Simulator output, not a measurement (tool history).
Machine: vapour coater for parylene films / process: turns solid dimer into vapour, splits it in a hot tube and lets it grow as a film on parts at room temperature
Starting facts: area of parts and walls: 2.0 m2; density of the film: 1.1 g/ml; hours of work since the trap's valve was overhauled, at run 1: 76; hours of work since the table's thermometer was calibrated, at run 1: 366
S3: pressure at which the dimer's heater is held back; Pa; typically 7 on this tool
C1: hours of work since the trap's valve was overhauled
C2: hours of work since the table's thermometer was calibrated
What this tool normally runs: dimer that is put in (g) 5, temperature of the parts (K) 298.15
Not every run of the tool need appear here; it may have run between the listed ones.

run 1 hour=0 | dimer_that_is_put_in_(g)=5 temperature_of_the_parts_(K)=298.15 S3=7 | C1=76 C2=366 | thickness_of_the_film_(um)=1.43
run 2 hour=34.3 | dimer_that_is_put_in_(g)=5 temperature_of_the_parts_(K)=298.15 S3=2.59 | C1=106 C2=396 | thickness_of_the_film_(um)=1.81
run 3 hour=81.2 | dimer_that_is_put_in_(g)=5 temperature_of_the_parts_(K)=298.15 S3=7 | C1=148 C2=438 | thickness_of_the_film_(um)=1.42
run 4 hour=127.4 | dimer_that_is_put_in_(g)=5 temperature_of_the_parts_(K)=298.15 S3=7 | C1=189 C2=479 | thickness_of_the_film_(um)=1.41
run 5 hour=166.2 | dimer_that_is_put_in_(g)=5 temperature_of_the_parts_(K)=298.15 S3=7 | C1=223 C2=513 | thickness_of_the_film_(um)=1.42
run 6 hour=202.8 | dimer_that_is_put_in_(g)=5 temperature_of_the_parts_(K)=298.15 S3=7 | C1=256 C2=545 | thickness_of_the_film_(um)=1.37
run 7 hour=257.7 | dimer_that_is_put_in_(g)=5 temperature_of_the_parts_(K)=298.15 S3=7 | C1=304 C2=594 | thickness_of_the_film_(um)=1.36
run 8 hour=300.9 | dimer_that_is_put_in_(g)=5 temperature_of_the_parts_(K)=298.15 S3=7 | C1=343 C2=632 | thickness_of_the_film_(um)=1.37
run 9 hour=338.4 | dimer_that_is_put_in_(g)=5 temperature_of_the_parts_(K)=298.15 S3=7 | C1=376 C2=666 | thickness_of_the_film_(um)=1.34
run 10 hour=378.6 | dimer_that_is_put_in_(g)=5 temperature_of_the_parts_(K)=297.15 S3=7 | C1=411 C2=701 | thickness_of_the_film_(um)=1.38
-- hour=403.8 trap's valve overhauled
run 11 hour=453.8 | dimer_that_is_put_in_(g)=5 temperature_of_the_parts_(K)=298.15 S3=5.89 | C1=44 C2=764 | thickness_of_the_film_(um)=1.29
run 12 hour=512.3 | dimer_that_is_put_in_(g)=9 temperature_of_the_parts_(K)=298.15 S3=7 | C1=96 C2=816 | thickness_of_the_film_(um)=2.17
run 13 hour=567.2 | dimer_that_is_put_in_(g)=9 temperature_of_the_parts_(K)=309.15 S3=7 | C1=145 C2=865 | thickness_of_the_film_(um)=1.27
run 14 hour=599.7 | dimer_that_is_put_in_(g)=9 temperature_of_the_parts_(K)=309.15 S3=7 | C1=173 C2=893 | thickness_of_the_film_(um)=1.26
run 15 hour=664.2 | dimer_that_is_put_in_(g)=9 temperature_of_the_parts_(K)=309.15 S3=7 | C1=231 C2=950 | thickness_of_the_film_(um)=1.24
-- hour=695.6 trap's valve overhauled, once more
run 16 hour=733 | dimer_that_is_put_in_(g)=5 temperature_of_the_parts_(K)=302.15 S3=7 | C1=33 C2=1008 | thickness_of_the_film_(um)=1.19
run 17 hour=805.9 | dimer_that_is_put_in_(g)=5 temperature_of_the_parts_(K)=301.15 S3=7 | C1=98 C2=1072 | thickness_of_the_film_(um)=1.24
run 18 hour=869.7 | dimer_that_is_put_in_(g)=5 temperature_of_the_parts_(K)=301.15 S3=7 | C1=154 C2=1129 | thickness_of_the_film_(um)=1.25
run 19 hour=925.1 | dimer_that_is_put_in_(g)=5 temperature_of_the_parts_(K)=301.15 S3=7 | C1=203 C2=1178 | thickness_of_the_film_(um)=1.24
run 20 hour=982.4 | dimer_that_is_put_in_(g)=5 temperature_of_the_parts_(K)=298.15 S3=7 | C1=254 C2=1229 | thickness_of_the_film_(um)=1.38
run 21 hour=1037.7 | dimer_that_is_put_in_(g)=5 temperature_of_the_parts_(K)=298.15 S3=7 | C1=303 C2=1278 | thickness_of_the_film_(um)=1.38
run 22 hour=1082.6 | dimer_that_is_put_in_(g)=5 temperature_of_the_parts_(K)=298.15 S3=7 | C1=343 C2=1317 | thickness_of_the_film_(um)=1.37
run 23 hour=1116.4 | dimer_that_is_put_in_(g)=5 temperature_of_the_parts_(K)=298.15 S3=7 | C1=373 C2=1347 | thickness_of_the_film_(um)=1.37
run 24 hour=1147.2 | dimer_that_is_put_in_(g)=5 temperature_of_the_parts_(K)=298.15 S3=7 | C1=400 C2=1375 | thickness_of_the_film_(um)=1.34
-- hour=1187.3 trap's valve overhauled
run 25 hour=1190.5 | dimer_that_is_put_in_(g)=7 temperature_of_the_parts_(K)=298.15 S3=5.01 | C1=3 C2=1409 | thickness_of_the_film_(um)=2.24
run 26 hour=1238.2 | dimer_that_is_put_in_(g)=5 temperature_of_the_parts_(K)=300.15 S3=3.54 | C1=45 C2=1452 | thickness_of_the_film_(um)=1.57
run 27 hour=1306.8 | dimer_that_is_put_in_(g)=5 temperature_of_the_parts_(K)=300.15 S3=3.54 | C1=106 C2=1512 | thickness_of_the_film_(um)=1.55
run 28 hour=1337.7 | dimer_that_is_put_in_(g)=5 temperature_of_the_parts_(K)=303.15 S3=4.28 | C1=133 C2=1540 | thickness_of_the_film_(um)=1.28
run 29 hour=1387.9 | dimer_that_is_put_in_(g)=5 temperature_of_the_parts_(K)=298.15 S3=11.19 | C1=178 C2=1584 | thickness_of_the_film_(um)=1.28
run 30 hour=1423.6 | dimer_that_is_put_in_(g)=8 temperature_of_the_parts_(K)=296.15 S3=3.18 | C1=209 C2=1616 | thickness_of_the_film_(um)=3
run 31 hour=1478.8 | dimer_that_is_put_in_(g)=5 temperature_of_the_parts_(K)=292.15 S3=4.44 | C1=258 C2=1665 | thickness_of_the_film_(um)=2.07
run 32 hour=1520.3 | dimer_that_is_put_in_(g)=7 temperature_of_the_parts_(K)=293.15 S3=7 | C1=295 C2=1701 | thickness_of_the_film_(um)=2.44
run 33 hour=1555.5 | dimer_that_is_put_in_(g)=5 temperature_of_the_parts_(K)=295.15 S3=10.97 | C1=326 C2=1733 | thickness_of_the_film_(um)=1.46
run 34 hour=1629.6 | dimer_that_is_put_in_(g)=5 temperature_of_the_parts_(K)=303.15 S3=11.58 | C1=392 C2=1798 | thickness_of_the_film_(um)=0.97
run 35 hour=1665.4 | dimer_that_is_put_in_(g)=3 temperature_of_the_parts_(K)=303.15 S3=11.58 | C1=423 C2=1830 | thickness_of_the_film_(um)=0.56
-- hour=1682.2 trap's valve overhauled
run 36 hour=1700 | dimer_that_is_put_in_(g)=7 temperature_of_the_parts_(K)=303.15 S3=2.1 | C1=16 C2=1857 | thickness_of_the_film_(um)=2.16
run 37 hour=1758.2 | dimer_that_is_put_in_(g)=5 temperature_of_the_parts_(K)=301.15 S3=10.25 | C1=67 C2=1908 | thickness_of_the_film_(um)=1.17
run 38 hour=1826.1 | dimer_that_is_put_in_(g)=5 temperature_of_the_parts_(K)=301.15 S3=2.2 | C1=127 C2=1969 | thickness_of_the_film_(um)=1.65
run 39 hour=1869.2 | dimer_that_is_put_in_(g)=5 temperature_of_the_parts_(K)=301.15 S3=2.2 | C1=166 C2=2007 | thickness_of_the_film_(um)=1.64
run 40 hour=1910.3 | dimer_that_is_put_in_(g)=5 temperature_of_the_parts_(K)=301.15 S3=2.2 | C1=202 C2=2043 | thickness_of_the_film_(um)=1.64
run 41 hour=1949.1 | dimer_that_is_put_in_(g)=5 temperature_of_the_parts_(K)=301.15 S3=2.2 | C1=236 C2=2078 | thickness_of_the_film_(um)=1.61
run 42 hour=2005.4 | dimer_that_is_put_in_(g)=5 temperature_of_the_parts_(K)=310.15 S3=2.53 | C1=286 C2=2127 | thickness_of_the_film_(um)=1.02
run 43 hour=2037.1 | dimer_that_is_put_in_(g)=6 temperature_of_the_parts_(K)=299.15 S3=3.13 | C1=314 C2=2155 | thickness_of_the_film_(um)=1.94

The next listed run, before its measurement:
run 44 hour=2070.2 | dimer_that_is_put_in_(g)=5 temperature_of_the_parts_(K)=296.15 S3=3.56 | C1=344 C2=2185 | thickness_of_the_film_(um)=?

thickness of the film (um): 1.8
With no hidden state in the tool, this same run would have given thickness of the film (um) 1.89.
